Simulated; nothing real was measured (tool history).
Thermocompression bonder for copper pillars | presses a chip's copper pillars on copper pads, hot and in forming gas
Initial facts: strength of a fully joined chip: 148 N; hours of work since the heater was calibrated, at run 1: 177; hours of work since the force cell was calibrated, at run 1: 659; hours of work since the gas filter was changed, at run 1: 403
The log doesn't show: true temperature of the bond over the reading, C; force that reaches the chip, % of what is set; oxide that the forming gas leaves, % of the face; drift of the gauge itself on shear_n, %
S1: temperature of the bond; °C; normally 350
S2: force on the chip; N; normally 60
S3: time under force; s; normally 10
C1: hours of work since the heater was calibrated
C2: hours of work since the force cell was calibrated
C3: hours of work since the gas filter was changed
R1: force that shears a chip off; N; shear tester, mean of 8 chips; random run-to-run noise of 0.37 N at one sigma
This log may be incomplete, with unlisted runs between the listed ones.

run 1 day=0 | S1=350 S2=60 S3=10 | C1=177 C2=659 C3=403 | R1=104.3
run 2 day=2.583 | S1=373 S2=60 S3=10 | C1=206 C2=689 C3=433 | R1=115.2
run 3 day=4.771 | S1=373 S2=60 S3=10 | C1=231 C2=714 C3=457 | R1=113.6
run 4 day=7.617 | S1=373 S2=60 S3=10 | C1=264 C2=746 C3=490 | R1=113.4
-- day=7.921 force cell calibrated
-- day=8.642 forming gas filter changed
run 5 day=9.883 | S1=373 S2=60 S3=10 | C1=288 C2=22 C3=14 | R1=114.6
run 6 day=12.442 | S1=374 S2=60 S3=10 | C1=317 C2=51 C3=43 | R1=114.3
run 7 day=13.767 | S1=374 S2=60 S3=10 | C1=332 C2=66 C3=58 | R1=114.1
run 8 day=15.288 | S1=351 S2=60 S3=10 | C1=350 C2=83 C3=76 | R1=103.2
run 9 day=17.1 | S1=351 S2=60 S3=10 | C1=370 C2=104 C3=96 | R1=103.2
run 10 day=19.142 | S1=351 S2=60 S3=10 | C1=394 C2=127 C3=119 | R1=103.5
run 11 day=21.746 | S1=350 S2=60 S3=22 | C1=423 C2=157 C3=149 | R1=121.1
run 12 day=24.267 | S1=350 S2=60 S3=22 | C1=452 C2=185 C3=178 | R1=121.3
run 13 day=25.617 | S1=350 S2=60 S3=14 | C1=467 C2=201 C3=193 | R1=110
run 14 day=27.267 | S1=350 S2=60 S3=14 | C1=486 C2=220 C3=212 | R1=110.5
run 15 day=28.538 | S1=349 S2=37 S3=5 | C1=500 C2=234 C3=226 | R1=55.6
run 16 day=30.412 | S1=363 S2=60 S3=10 | C1=522 C2=255 C3=247 | R1=108.5
run 17 day=32.204 | S1=339 S2=55 S3=11 | C1=542 C2=276 C3=268 | R1=93
run 18 day=33.908 | S1=339 S2=55 S3=11 | C1=561 C2=295 C3=287 | R1=92.3
run 19 day=35.192 | S1=338 S2=63 S3=17 | C1=576 C2=310 C3=302 | R1=111.4
run 20 day=36.696 | S1=369 S2=61 S3=7 | C1=593 C2=327 C3=319 | R1=102.2
run 21 day=39.079 | S1=345 S2=61 S3=22 | C1=620 C2=354 C3=346 | R1=119.3
run 22 day=40.538 | S1=343 S2=46 S3=22 | C1=637 C2=370 C3=362 | R1=101.5
run 23 day=42.362 | S1=338 S2=60 S3=15 | C1=657 C2=391 C3=383 | R1=105.1
run 24 day=44.025 | S1=338 S2=60 S3=15 | C1=676 C2=410 C3=402 | R1=105.4
run 25 day=46.379 | S1=338 S2=60 S3=15 | C1=703 C2=437 C3=429 | R1=104.5
run 26 day=48.517 | S1=377 S2=53 S3=18 | C1=727 C2=461 C3=453 | R1=120.1
run 27 day=51.067 | S1=361 S2=53 S3=8 | C1=756 C2=490 C3=482 | R1=92.9
-- day=52.575 forming gas filter changed
run 28 day=53.012 | S1=328 S2=64 S3=9 | C1=778 C2=512 C3=5 | R1=91.1

Forecast each of these 3 alternatives for the next run:
run A day=54.829 | S1=350 S2=60 S3=20 | C1=799 C2=533 C3=26 | R1=?
run B day=54.829 | S1=350 S2=44 S3=8 | C1=799 C2=533 C3=26 | R1=?
run C day=54.829 | S1=333 S2=64 S3=9 | C1=799 C2=533 C3=26 | R1=?

run=A R1=120
run=B R1=76.5
run=C R1=94.5
Take away the tool's hidden state, keep each run's random variation, and the runs would have read:
run=A R1=121.6
run=B R1=78.3
run=C R1=96.6

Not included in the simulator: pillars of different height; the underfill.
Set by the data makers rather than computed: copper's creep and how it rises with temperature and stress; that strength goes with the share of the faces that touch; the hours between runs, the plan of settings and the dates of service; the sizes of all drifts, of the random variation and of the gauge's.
